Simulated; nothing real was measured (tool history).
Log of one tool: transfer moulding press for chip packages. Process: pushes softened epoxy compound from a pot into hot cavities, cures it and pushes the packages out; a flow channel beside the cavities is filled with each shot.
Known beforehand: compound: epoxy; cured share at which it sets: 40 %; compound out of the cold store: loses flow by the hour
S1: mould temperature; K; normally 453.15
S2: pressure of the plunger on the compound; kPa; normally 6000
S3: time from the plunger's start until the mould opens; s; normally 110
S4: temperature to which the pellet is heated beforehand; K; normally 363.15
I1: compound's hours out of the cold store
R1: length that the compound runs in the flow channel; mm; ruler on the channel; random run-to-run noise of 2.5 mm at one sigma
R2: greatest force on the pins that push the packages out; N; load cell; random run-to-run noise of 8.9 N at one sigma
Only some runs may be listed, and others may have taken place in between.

{"run": 1, "hour": 0.0, "S1": 453.15, "S2": 6000, "S3": 110, "S4": 363.15, "I1": 14, "R1": 1004, "R2": 413}
{"hour": 40.3, "done": "plunger's sealing rings changed"}
{"run": 2, "hour": 57.2, "S1": 453.15, "S2": 6000, "S3": 104, "S4": 363.15, "I1": 37.4, "R1": 904, "R2": 648}
{"run": 3, "hour": 120.0, "S1": 453.15, "S2": 6000, "S3": 104, "S4": 363.15, "I1": 13.5, "R1": 1021, "R2": 851}
{"hour": 130.3, "done": "cavities cleaned with cleaning compound and waxed"}
{"run": 4, "hour": 173.5, "S1": 453.15, "S2": 6000, "S3": 104, "S4": 363.15, "I1": 42.1, "R1": 874, "R2": 585}
{"run": 5, "hour": 205.6, "S1": 453.15, "S2": 6000, "S3": 110, "S4": 363.15, "I1": 28.8, "R1": 936, "R2": 667}
{"hour": 259.7, "done": "cavities cleaned with cleaning compound and waxed"}
{"run": 6, "hour": 272.1, "S1": 453.15, "S2": 6000, "S3": 110, "S4": 363.15, "I1": 37.5, "R1": 891, "R2": 471}
{"run": 7, "hour": 333.3, "S1": 453.15, "S2": 5390, "S3": 148, "S4": 363.15, "I1": 32.3, "R1": 867, "R2": 626}
{"run": 8, "hour": 381.3, "S1": 453.15, "S2": 6030, "S3": 110, "S4": 363.15, "I1": 25.6, "R1": 945, "R2": 745}
{"hour": 385.5, "done": "cavities cleaned with cleaning compound and waxed"}
{"run": 9, "hour": 446.8, "S1": 457.15, "S2": 6030, "S3": 110, "S4": 363.15, "I1": 36.7, "R1": 876, "R2": 604}
{"run": 10, "hour": 482.1, "S1": 445.15, "S2": 6000, "S3": 110, "S4": 363.15, "I1": 25.3, "R1": 961, "R2": 1051}
{"hour": 488.4, "done": "plunger's sealing rings changed"}
{"hour": 515.1, "done": "cavities cleaned with cleaning compound and waxed"}
{"run": 11, "hour": 522.8, "S1": 453.15, "S2": 5340, "S3": 136, "S4": 363.15, "I1": 17.3, "R1": 941, "R2": 392}

Each row is a separate what-if for the run after 11, all from the same tool condition, not one after another. Results?
{"run": "A", "hour": 577.3, "S1": 453.15, "S2": 6000, "S3": 135, "S4": 354.15, "I1": 13.6, "R1": "?", "R2": "?"}
{"run": "B", "hour": 577.3, "S1": 446.15, "S2": 5340, "S3": 136, "S4": 363.15, "I1": 11, "R1": "?", "R2": "?"}
{"run": "C", "hour": 577.3, "S1": 453.15, "S2": 5340, "S3": 136, "S4": 367.15, "I1": 17.3, "R1": "?", "R2": "?"}
{"run": "D", "hour": 577.3, "S1": 453.15, "S2": 6810, "S3": 110, "S4": 356.15, "I1": 38.1, "R1": "?", "R2": "?"}
{"run": "E", "hour": 577.3, "S1": 453.15, "S2": 5340, "S3": 98, "S4": 363.15, "I1": 41.3, "R1": "?", "R2": "?"}

run=A R1=1020 R2=569
run=B R1=993 R2=641
run=C R1=940 R2=562
run=D R1=951 R2=616
run=E R1=827 R2=698
With the hidden condition removed and each run's random variation left untouched, the same runs would have given:
run=A R1=1030 R2=351
run=B R1=1004 R2=410
run=C R1=949 R2=349
run=D R1=960 R2=390
run=E R1=836 R2=451
